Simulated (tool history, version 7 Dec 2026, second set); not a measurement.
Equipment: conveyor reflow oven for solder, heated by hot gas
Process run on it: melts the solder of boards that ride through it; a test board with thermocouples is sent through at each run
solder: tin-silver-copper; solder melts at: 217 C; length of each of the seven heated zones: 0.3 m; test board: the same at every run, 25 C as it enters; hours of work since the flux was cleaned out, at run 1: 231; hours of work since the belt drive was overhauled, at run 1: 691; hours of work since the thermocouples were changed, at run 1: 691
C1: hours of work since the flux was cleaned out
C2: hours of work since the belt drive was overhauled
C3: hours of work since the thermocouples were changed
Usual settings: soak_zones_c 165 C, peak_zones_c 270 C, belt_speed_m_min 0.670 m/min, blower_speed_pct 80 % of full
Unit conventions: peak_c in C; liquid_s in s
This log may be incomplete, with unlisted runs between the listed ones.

run 1 day=0.000 | soak_zones_c=165 peak_zones_c=270 belt_speed_m_min=0.670 blower_speed_pct=80 | C1=231 C2=691 C3=691 | peak_c=248.4 liquid_s=34.3
run 2 day=1.075 | soak_zones_c=165 peak_zones_c=270 belt_speed_m_min=0.670 blower_speed_pct=80 | C1=249 C2=709 C3=709 | peak_c=248.6 liquid_s=35.0
run 3 day=2.154 | soak_zones_c=165 peak_zones_c=270 belt_speed_m_min=0.670 blower_speed_pct=80 | C1=267 C2=727 C3=727 | peak_c=248.0 liquid_s=35.0
run 4 day=3.196 | soak_zones_c=165 peak_zones_c=270 belt_speed_m_min=0.670 blower_speed_pct=80 | C1=284 C2=744 C3=744 | peak_c=247.3 liquid_s=35.7
run 5 day=4.271 | soak_zones_c=165 peak_zones_c=270 belt_speed_m_min=0.713 blower_speed_pct=80 | C1=302 C2=762 C3=762 | peak_c=246.4 liquid_s=30.7
run 6 day=4.904 | soak_zones_c=165 peak_zones_c=270 belt_speed_m_min=0.670 blower_speed_pct=80 | C1=312 C2=772 C3=772 | peak_c=246.8 liquid_s=34.6
run 7 day=5.838 | soak_zones_c=165 peak_zones_c=270 belt_speed_m_min=0.670 blower_speed_pct=80 | C1=327 C2=788 C3=788 | peak_c=247.4 liquid_s=34.7
run 8 day=7.008 | soak_zones_c=180 peak_zones_c=270 belt_speed_m_min=0.670 blower_speed_pct=80 | C1=347 C2=807 C3=807 | peak_c=250.4 liquid_s=41.0
-- day=8.117 flux residue cleaned out of gas plates and filters
run 9 day=8.512 | soak_zones_c=165 peak_zones_c=270 belt_speed_m_min=0.670 blower_speed_pct=80 | C1=7 C2=828 C3=828 | peak_c=251.0 liquid_s=36.8
run 10 day=9.254 | soak_zones_c=165 peak_zones_c=270 belt_speed_m_min=0.670 blower_speed_pct=80 | C1=19 C2=840 C3=840 | peak_c=251.2 liquid_s=38.0
run 11 day=9.983 | soak_zones_c=165 peak_zones_c=270 belt_speed_m_min=0.670 blower_speed_pct=80 | C1=31 C2=852 C3=852 | peak_c=252.0 liquid_s=37.3
run 12 day=10.642 | soak_zones_c=172 peak_zones_c=270 belt_speed_m_min=0.734 blower_speed_pct=88 | C1=42 C2=863 C3=863 | peak_c=250.1 liquid_s=34.8
run 13 day=11.671 | soak_zones_c=172 peak_zones_c=270 belt_speed_m_min=0.660 blower_speed_pct=75 | C1=59 C2=880 C3=880 | peak_c=251.8 liquid_s=39.9
run 14 day=12.904 | soak_zones_c=172 peak_zones_c=270 belt_speed_m_min=0.660 blower_speed_pct=74 | C1=79 C2=900 C3=900 | peak_c=251.6 liquid_s=39.9
run 15 day=13.567 | soak_zones_c=165 peak_zones_c=270 belt_speed_m_min=0.687 blower_speed_pct=56 | C1=90 C2=911 C3=911 | peak_c=244.3 liquid_s=31.4
run 16 day=14.342 | soak_zones_c=165 peak_zones_c=270 belt_speed_m_min=0.687 blower_speed_pct=56 | C1=102 C2=924 C3=924 | peak_c=245.0 liquid_s=31.2
run 17 day=15.471 | soak_zones_c=165 peak_zones_c=279 belt_speed_m_min=0.779 blower_speed_pct=79 | C1=121 C2=943 C3=943 | peak_c=252.2 liquid_s=31.5
run 18 day=16.096 | soak_zones_c=151 peak_zones_c=270 belt_speed_m_min=0.670 blower_speed_pct=80 | C1=131 C2=953 C3=953 | peak_c=246.9 liquid_s=31.6
run 19 day=17.358 | soak_zones_c=151 peak_zones_c=270 belt_speed_m_min=0.670 blower_speed_pct=80 | C1=152 C2=974 C3=974 | peak_c=247.6 liquid_s=32.4
run 20 day=18.608 | soak_zones_c=170 peak_zones_c=270 belt_speed_m_min=0.670 blower_speed_pct=73 | C1=173 C2=994 C3=994 | peak_c=249.9 liquid_s=38.3
run 21 day=19.158 | soak_zones_c=178 peak_zones_c=261 belt_speed_m_min=0.792 blower_speed_pct=66 | C1=182 C2=1003 C3=1003 | peak_c=236.8 liquid_s=24.3
run 22 day=19.712 | soak_zones_c=162 peak_zones_c=263 belt_speed_m_min=0.584 blower_speed_pct=74 | C1=191 C2=1013 C3=1013 | peak_c=246.5 liquid_s=40.6

What if the next run were any one of these 4? Each begins from the tool's condition after run 22:
-- day=20.238 thermocouples of zones 6 and 7 changed
-- day=20.708 belt drive overhauled, speed set with a stopwatch
run A day=20.875 | soak_zones_c=162 peak_zones_c=274 belt_speed_m_min=0.700 blower_speed_pct=74 | C1=206 C2=3 C3=8 | peak_c=? liquid_s=?
-- day=20.238 thermocouples of zones 6 and 7 changed
-- day=20.708 belt drive overhauled, speed set with a stopwatch
run B day=20.875 | soak_zones_c=175 peak_zones_c=263 belt_speed_m_min=0.616 blower_speed_pct=74 | C1=206 C2=3 C3=8 | peak_c=? liquid_s=?
-- day=20.238 thermocouples of zones 6 and 7 changed
-- day=20.708 belt drive overhauled, speed set with a stopwatch
run C day=20.875 | soak_zones_c=165 peak_zones_c=270 belt_speed_m_min=0.781 blower_speed_pct=59 | C1=206 C2=3 C3=8 | peak_c=? liquid_s=?
-- day=20.238 thermocouples of zones 6 and 7 changed
-- day=20.708 belt drive overhauled, speed set with a stopwatch
run D day=20.875 | soak_zones_c=158 peak_zones_c=265 belt_speed_m_min=0.670 blower_speed_pct=80 | C1=206 C2=3 C3=8 | peak_c=? liquid_s=?

run=A peak_c=247.3 liquid_s=32.3
run=B peak_c=246.7 liquid_s=40.1
run=C peak_c=236.5 liquid_s=21.2
run=D peak_c=242.1 liquid_s=29.9
Without the tool's hidden state the same runs would have given:
run=A peak_c=249.8 liquid_s=34.0
run=B peak_c=248.5 liquid_s=41.7
run=C peak_c=239.0 liquid_s=23.3
run=D peak_c=244.4 liquid_s=31.9
